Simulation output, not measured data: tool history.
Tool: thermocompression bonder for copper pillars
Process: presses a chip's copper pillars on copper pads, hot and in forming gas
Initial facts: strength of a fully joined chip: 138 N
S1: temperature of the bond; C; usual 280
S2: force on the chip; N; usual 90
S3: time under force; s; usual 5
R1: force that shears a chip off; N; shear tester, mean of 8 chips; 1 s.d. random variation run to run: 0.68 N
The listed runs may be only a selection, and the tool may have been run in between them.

run     day   S1   S2  S3    R1
  1   0.000  280   90   5  45.8
  2   3.379  280   90   5  45.0
  3   6.625  280   90   5  44.1
  4   8.867  280   90   5  41.7
     10.050  -- forming gas filter changed
  5  12.158  280   90   5  47.1
  6  15.083  280   90   6  48.0
  7  17.625  280   90  14  65.3
  8  19.033  280   56   5  31.0
  9  21.067  280   56   5  30.5
 10  22.658  280   56   5  30.4
     23.167  -- forming gas filter changed
 11  25.442  287   56   8  42.7
 12  28.733  303  101   4  58.4
 13  30.933  280   93   3  34.8
 14  32.983  280   93   3  35.8
     36.171  -- forming gas filter changed
 15  36.171  292   90   5  53.2
 16  38.762  292   90   5  51.4
     41.333  -- heater calibrated with a thermocouple chip
 17  42.204  273   93   9  57.2

Measured result minus the same run's result without the hidden state. Both carry the same run-to-run variation, though not necessarily the same gauge scatter:
Unlogged tool condition in this case: true temperature of the bond over the reading, C; force that reaches the chip, % of what is set; oxide that the forming gas leaves, % of the face; drift of the gauge itself on shear_n, %.
run    R1
  1  -3.1
  2  -4.4
  3  -5.6
  4  -6.3
  5  -3.4
  6  -4.8
  7  -7.4
  8  -4.4
  9  -4.9
 10  -5.4
 11  -4.1
 12  -6.5
 13  -5.4
 14  -6.0
 15  -4.8
 16  -6.0
 17  -0.5

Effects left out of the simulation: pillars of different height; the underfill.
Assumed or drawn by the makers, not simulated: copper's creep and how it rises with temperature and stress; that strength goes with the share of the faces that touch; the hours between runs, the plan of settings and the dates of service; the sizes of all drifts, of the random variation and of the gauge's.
